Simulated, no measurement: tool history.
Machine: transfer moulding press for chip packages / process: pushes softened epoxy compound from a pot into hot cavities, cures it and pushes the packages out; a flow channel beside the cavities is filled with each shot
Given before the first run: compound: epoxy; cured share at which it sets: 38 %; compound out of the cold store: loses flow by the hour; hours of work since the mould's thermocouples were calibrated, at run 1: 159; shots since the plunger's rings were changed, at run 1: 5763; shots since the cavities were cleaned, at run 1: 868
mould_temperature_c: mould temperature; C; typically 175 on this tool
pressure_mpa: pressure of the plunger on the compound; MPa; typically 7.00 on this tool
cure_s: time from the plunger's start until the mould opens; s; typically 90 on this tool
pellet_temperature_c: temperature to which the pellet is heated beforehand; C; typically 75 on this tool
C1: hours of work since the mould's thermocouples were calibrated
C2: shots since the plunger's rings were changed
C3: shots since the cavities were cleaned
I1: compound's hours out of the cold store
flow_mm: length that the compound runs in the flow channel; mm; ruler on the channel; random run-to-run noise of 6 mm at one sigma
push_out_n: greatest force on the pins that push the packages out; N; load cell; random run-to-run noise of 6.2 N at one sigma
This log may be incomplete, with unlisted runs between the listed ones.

run 1 hour=0.0 | mould_temperature_c=175 pressure_mpa=7.00 cure_s=90 pellet_temperature_c=75 | C1=159 C2=5763 C3=868 | I1=14.6 | flow_mm=619 push_out_n=383
-- hour=3.0 cavities cleaned with cleaning compound and waxed
run 2 hour=7.9 | mould_temperature_c=175 pressure_mpa=7.00 cure_s=90 pellet_temperature_c=75 | C1=162 C2=5823 C3=46 | I1=17.3 | flow_mm=605 push_out_n=256
run 3 hour=17.4 | mould_temperature_c=175 pressure_mpa=7.00 cure_s=76 pellet_temperature_c=75 | C1=166 C2=5913 C3=136 | I1=28.3 | flow_mm=585 push_out_n=348
run 4 hour=27.3 | mould_temperature_c=175 pressure_mpa=7.00 cure_s=76 pellet_temperature_c=75 | C1=171 C2=6006 C3=229 | I1=17.4 | flow_mm=595 push_out_n=396
run 5 hour=32.5 | mould_temperature_c=175 pressure_mpa=7.00 cure_s=76 pellet_temperature_c=75 | C1=174 C2=6056 C3=279 | I1=40.0 | flow_mm=554 push_out_n=378
run 6 hour=39.3 | mould_temperature_c=175 pressure_mpa=7.00 cure_s=76 pellet_temperature_c=75 | C1=177 C2=6120 C3=343 | I1=25.4 | flow_mm=580 push_out_n=411
run 7 hour=50.8 | mould_temperature_c=175 pressure_mpa=7.00 cure_s=76 pellet_temperature_c=75 | C1=182 C2=6229 C3=452 | I1=10.6 | flow_mm=620 push_out_n=441
run 8 hour=59.9 | mould_temperature_c=175 pressure_mpa=7.00 cure_s=76 pellet_temperature_c=75 | C1=187 C2=6315 C3=538 | I1=43.2 | flow_mm=530 push_out_n=435
-- hour=70.1 plunger's sealing rings changed
run 9 hour=71.3 | mould_temperature_c=175 pressure_mpa=7.00 cure_s=90 pellet_temperature_c=75 | C1=191 C2=11 C3=622 | I1=39.1 | flow_mm=594 push_out_n=352
run 10 hour=78.1 | mould_temperature_c=175 pressure_mpa=7.00 cure_s=90 pellet_temperature_c=75 | C1=194 C2=75 C3=686 | I1=22.4 | flow_mm=640 push_out_n=364
run 11 hour=83.1 | mould_temperature_c=175 pressure_mpa=8.29 cure_s=90 pellet_temperature_c=75 | C1=197 C2=122 C3=733 | I1=9.2 | flow_mm=737 push_out_n=376
-- hour=85.7 mould's thermocouples calibrated
run 12 hour=95.4 | mould_temperature_c=175 pressure_mpa=7.00 cure_s=110 pellet_temperature_c=75 | C1=5 C2=220 C3=831 | I1=31.6 | flow_mm=607 push_out_n=338
-- hour=102.0 cavities cleaned with cleaning compound and waxed
run 13 hour=103.2 | mould_temperature_c=175 pressure_mpa=7.00 cure_s=110 pellet_temperature_c=75 | C1=8 C2=280 C3=12 | I1=31.4 | flow_mm=614 push_out_n=217
run 14 hour=109.0 | mould_temperature_c=175 pressure_mpa=7.00 cure_s=110 pellet_temperature_c=75 | C1=11 C2=334 C3=66 | I1=32.4 | flow_mm=613 push_out_n=227
run 15 hour=120.0 | mould_temperature_c=175 pressure_mpa=7.00 cure_s=110 pellet_temperature_c=75 | C1=16 C2=438 C3=170 | I1=19.5 | flow_mm=643 push_out_n=249
run 16 hour=129.4 | mould_temperature_c=175 pressure_mpa=7.00 cure_s=124 pellet_temperature_c=83 | C1=20 C2=527 C3=259 | I1=17.7 | flow_mm=651 push_out_n=249
-- hour=136.9 mould's thermocouples calibrated, once more
run 17 hour=141.0 | mould_temperature_c=175 pressure_mpa=5.91 cure_s=90 pellet_temperature_c=75 | C1=2 C2=618 C3=350 | I1=42.0 | flow_mm=537 push_out_n=303
run 18 hour=146.1 | mould_temperature_c=175 pressure_mpa=6.69 cure_s=91 pellet_temperature_c=83 | C1=4 C2=666 C3=398 | I1=33.4 | flow_mm=588 push_out_n=320
run 19 hour=152.4 | mould_temperature_c=167 pressure_mpa=7.27 cure_s=91 pellet_temperature_c=83 | C1=7 C2=725 C3=457 | I1=21.2 | flow_mm=666 push_out_n=445
run 20 hour=159.3 | mould_temperature_c=167 pressure_mpa=7.27 cure_s=91 pellet_temperature_c=83 | C1=11 C2=790 C3=522 | I1=9.0 | flow_mm=698 push_out_n=478
run 21 hour=165.9 | mould_temperature_c=183 pressure_mpa=7.63 cure_s=90 pellet_temperature_c=75 | C1=14 C2=852 C3=584 | I1=17.2 | flow_mm=661 push_out_n=295
run 22 hour=176.6 | mould_temperature_c=183 pressure_mpa=7.63 cure_s=90 pellet_temperature_c=75 | C1=19 C2=954 C3=686 | I1=23.8 | flow_mm=636 push_out_n=327
run 23 hour=184.3 | mould_temperature_c=175 pressure_mpa=8.21 cure_s=106 pellet_temperature_c=75 | C1=23 C2=1026 C3=758 | I1=45.5 | flow_mm=613 push_out_n=325
run 24 hour=190.0 | mould_temperature_c=179 pressure_mpa=6.01 cure_s=79 pellet_temperature_c=79 | C1=26 C2=1080 C3=812 | I1=42.0 | flow_mm=533 push_out_n=351
run 25 hour=196.5 | mould_temperature_c=182 pressure_mpa=6.01 cure_s=79 pellet_temperature_c=79 | C1=29 C2=1142 C3=874 | I1=17.7 | flow_mm=586 push_out_n=352
-- hour=198.9 cavities cleaned with cleaning compound and waxed
run 26 hour=207.6 | mould_temperature_c=182 pressure_mpa=7.66 cure_s=79 pellet_temperature_c=81 | C1=33 C2=1232 C3=82 | I1=47.9 | flow_mm=573 push_out_n=236

Estimate the outcome of run 27 from the log above:
run 27 hour=212.7 | mould_temperature_c=182 pressure_mpa=7.00 cure_s=72 pellet_temperature_c=75 | C1=36 C2=1281 C3=131 | I1=38.9 | flow_mm=? push_out_n=?

flow_mm: 574 mm
push_out_n: 262 N
Minus the tool's unlogged condition, the same run would have read flow_mm 587 mm, push_out_n 232 N.

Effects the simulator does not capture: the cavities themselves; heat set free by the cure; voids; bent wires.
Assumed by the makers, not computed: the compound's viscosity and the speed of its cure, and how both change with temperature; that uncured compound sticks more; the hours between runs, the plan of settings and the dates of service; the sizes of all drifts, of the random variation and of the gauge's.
